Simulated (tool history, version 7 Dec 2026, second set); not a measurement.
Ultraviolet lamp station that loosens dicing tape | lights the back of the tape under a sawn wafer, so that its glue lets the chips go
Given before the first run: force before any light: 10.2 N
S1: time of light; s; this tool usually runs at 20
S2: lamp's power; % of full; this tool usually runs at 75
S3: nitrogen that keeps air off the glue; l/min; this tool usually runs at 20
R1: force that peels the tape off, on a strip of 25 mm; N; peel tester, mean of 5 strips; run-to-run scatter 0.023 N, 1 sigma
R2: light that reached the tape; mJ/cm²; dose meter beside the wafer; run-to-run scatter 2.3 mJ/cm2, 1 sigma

| run | hour | S1 | S2 | S3 | R1 | R2 |
|---|---|---|---|---|---|---|
| 1 | 0 | 20 | 75 | 20 | 1.446 | 180 |
| 2 | 7.8 | 20 | 75 | 20 | 1.453 | 179 |
| 3 | 19 | 20 | 75 | 20 | 1.481 | 178 |
| 4 | 28.4 | 20 | 75 | 20 | 1.447 | 180 |
| 5 | 42.3 | 20 | 75 | 20 | 1.503 | 179 |
| 6 | 51.8 | 20 | 75 | 20 | 1.493 | 178 |
| 7 | 63.2 | 20 | 75 | 20 | 1.527 | 175 |
| 8 | 74.2 | 20 | 75 | 20 | 1.598 | 178 |
| 9 | 81.4 | 20 | 75 | 20 | 1.507 | 179 |
| 10 | 90.9 | 20 | 75 | 20 | 1.525 | 174 |
| 11 | 101.9 | 20 | 75 | 20 | 1.481 | 173 |
| 12 | 108 | 20 | 75 | 20 | 1.627 | 173 |
| 13 | 117.3 | 20 | 75 | 20 | 1.546 | 171 |
| 14 | 127.4 | 20 | 75 | 20 | 1.557 | 171 |
| 15 | 136.1 | 20 | 75 | 20 | 1.586 | 170 |
| 16 | 149.3 | 20 | 75 | 20 | 1.631 | 167 |
| 17 | 157.3 | 20 | 75 | 20 | 1.589 | 167 |
| 18 | 165.5 | 20 | 75 | 20 | 1.671 | 170 |
| 19 | 173.7 | 20 | 75 | 20 | 1.679 | 167 |
| 20 | 186.2 | 20 | 75 | 20 | 1.718 | 166 |
| 21 | 194 | 20 | 75 | 20 | 1.676 | 166 |
| 22 | 204.4 | 17 | 68 | 35 | 1.977 | 127 |
| 23 | 210.9 | 17 | 68 | 35 | 1.957 | 125 |
| 24 | 221 | 25 | 75 | 29 | 0.901 | 208 |
|  | 222.2 | window cleaned of glue's vapour |
| 25 | 227.3 | 25 | 75 | 29 | 1.034 | 193 |
| 26 | 240.2 | 13 | 66 | 21 | 3.653 | 89 |
| 27 | 249.4 | 13 | 66 | 21 | 3.739 | 89 |
|  | 253.4 | window cleaned of glue's vapour, once more |
| 28 | 260.9 | 20 | 70 | 13 | 2.011 | 166 |
| 29 | 273.5 | 34 | 70 | 8 | 1.125 | 282 |
| 30 | 283.2 | 39 | 82 | 8 | 0.628 | 381 |
| 31 | 289.2 | 39 | 82 | 8 | 0.626 | 381 |
| 32 | 299.1 | 20 | 70 | 20 | 1.663 | 170 |
| 33 | 308.8 | 26 | 96 | 20 | 0.536 | 298 |
| 34 | 314.7 | 20 | 83 | 13 | 1.621 | 198 |
| 35 | 326.8 | 11 | 83 | 13 | 3.69 | 104 |
| 36 | 337.8 | 11 | 83 | 13 | 3.744 | 109 |
| 37 | 347.1 | 11 | 83 | 13 | 3.625 | 104 |
| 38 | 357.2 | 32 | 69 | 6 | 1.649 | 262 |
| 39 | 368.6 | 32 | 69 | 6 | 1.671 | 253 |
| 40 | 376.3 | 12 | 99 | 10 | 3 | 137 |
| 41 | 384.5 | 22 | 75 | 20 | 1.302 | 190 |
| 42 | 397.6 | 23 | 70 | 16 | 1.556 | 187 |

Each row is a separate what-if for the run after 42, all from the same tool condition, not one after another. Results?
| A | 407.7 | 34 | 75 | 12 | ? | ? |
| B | 407.7 | 20 | 77 | 20 | ? | ? |
| C | 407.7 | 28 | 92 | 18 | ? | ? |
| D | 407.7 | 23 | 72 | 30 | ? | ? |

| run | R1 | R2 |
|---|---|---|
| A | 0.79 | 289 |
| B | 1.529 | 177 |
| C | 0.582 | 294 |
| D | 1.036 | 190 |
Stripped of hidden state, with their random variation kept, the same runs would have yielded:
| run | R1 | R2 |
|---|---|---|
| A | 0.528 | 353 |
| B | 1.06 | 215 |
| C | 0.398 | 358 |
| D | 0.696 | 231 |
